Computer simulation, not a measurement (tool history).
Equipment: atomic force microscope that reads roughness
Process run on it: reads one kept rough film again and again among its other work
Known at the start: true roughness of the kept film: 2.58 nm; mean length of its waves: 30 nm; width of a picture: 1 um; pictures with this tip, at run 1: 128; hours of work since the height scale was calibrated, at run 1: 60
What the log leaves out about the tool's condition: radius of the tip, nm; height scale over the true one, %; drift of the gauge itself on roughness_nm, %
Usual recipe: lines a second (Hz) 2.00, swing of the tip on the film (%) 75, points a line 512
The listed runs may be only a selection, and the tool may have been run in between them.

run     day  lines a second (Hz)  swing of the tip on the film (%)  points a line  pictures with this tip  hours of work since the height scale was calibrated  roughness of the kept film (nm (root mean square))
  1   0.000                 2.00                                75            512                     128                                                   60                                               1.816
  2   0.308                 2.00                                75            512                     137                                                   64                                               1.828
  3   0.738                 2.00                                75            512                     148                                                   69                                               1.826
  4   1.304                 2.00                                75            512                     163                                                   76                                               1.803
  5   1.833                 2.00                                75            512                     177                                                   83                                               1.771
  6   2.217                 2.00                                75            512                     188                                                   87                                               1.769
  7   2.754                 2.00                                75            512                     202                                                   94                                               1.755
  8   3.217                 2.00                                75            512                     214                                                  100                                               1.734
  9   3.462                 2.00                                75            512                     221                                                  103                                               1.728
 10   3.833                 2.00                                75            512                     231                                                  108                                               1.715
 11   4.225                 2.00                                75            512                     241                                                  113                                               1.719
 12   4.792                 2.00                                75            512                     257                                                  120                                               1.686
 13   5.342                 2.00                                75            512                     271                                                  126                                               1.683
 14   5.912                 2.00                                75            512                     287                                                  134                                               1.663
 15   6.496                 1.12                                75            512                     302                                                  141                                               1.777
 16   6.812                 2.00                                75            512                     311                                                  145                                               1.644
      6.883  -- height scale calibrated on a step standard
 17   7.138                 1.01                                75            512                     318                                                    3                                               1.767
      7.358  -- new tip fitted
 18   7.608                 1.01                                75            512                       6                                                    9                                               2.185
 19   7.858                 1.01                                64            512                      13                                                   12                                               2.248
 20   8.412                 2.00                                75            512                      28                                                   19                                               1.976
 21   8.954                 2.00                                75            512                      42                                                   26                                               1.981
 22   9.258                 1.50                                75            981                      50                                                   29                                               2.036
      9.850  -- height scale calibrated on a step standard, once more
 23   9.888                 2.69                                56            728                      66                                                    0                                               2.111
 24  10.350                 2.00                                66            755                      79                                                    6                                               2.030
 25  10.742                 2.01                                81            516                      89                                                   11                                               1.800
 26  11.058                 2.00                                67            512                      98                                                   15                                               1.987
 27  11.392                 2.00                                67            512                     106                                                   19                                               1.984
 28  11.925                 0.99                                82            583                     121                                                   26                                               1.953
 29  12.471                 3.69                                62            447                     135                                                   33                                               1.864
 30  12.733                 1.10                                64            581                     142                                                   36                                               2.040
 31  13.158                 2.00                                69            461                     154                                                   41                                               1.899
 32  13.462                 2.00                                69            461                     162                                                   45                                               1.891
 33  13.788                 2.00                                69            461                     171                                                   49                                               1.852
 34  14.117                 1.58                                69            613                     179                                                   53                                               1.925
 35  14.688                 1.76                                69            306                     195                                                   60                                               1.863
 36  14.929                 0.71                                69            746                     201                                                   63                                               1.975
 37  15.400                 1.96                                72            363                     214                                                   69                                               1.784
 38  15.858                 0.52                                88            363                     226                                                   75                                               1.876
 39  16.262                 3.20                                88            571                     237                                                   80                                               1.321
 40  16.588                 3.36                                57            571                     245                                                   84                                               1.819
 41  17.142                 2.00                                75            591                     260                                                   91                                               1.701

Table of differences, measured result less the result of that run with no hidden state. Run-to-run variation is the same in both. Gauge scatter possibly is not:
run  roughness of the kept film (nm (root mean square))
  1                                              -0.198
  2                                              -0.209
  3                                              -0.224
  4                                              -0.239
  5                                              -0.252
  6                                              -0.266
  7                                              -0.281
  8                                              -0.292
  9                                              -0.299
 10                                              -0.311
 11                                              -0.321
 12                                              -0.337
 13                                              -0.351
 14                                              -0.365
 15                                              -0.412
 16                                              -0.389
 17                                              -0.425
 18                                              -0.012
 19                                              -0.025
 20                                              -0.042
 21                                              -0.061
 22                                              -0.075
 23                                              -0.109
 24                                              -0.123
 25                                              -0.123
 26                                              -0.149
 27                                              -0.161
 28                                              -0.179
 29                                              -0.192
 30                                              -0.220
 31                                              -0.221
 32                                              -0.231
 33                                              -0.238
 34                                              -0.257
 35                                              -0.272
 36                                              -0.297
 37                                              -0.286
 38                                              -0.314
 39                                              -0.232
 40                                              -0.331
 41                                              -0.328
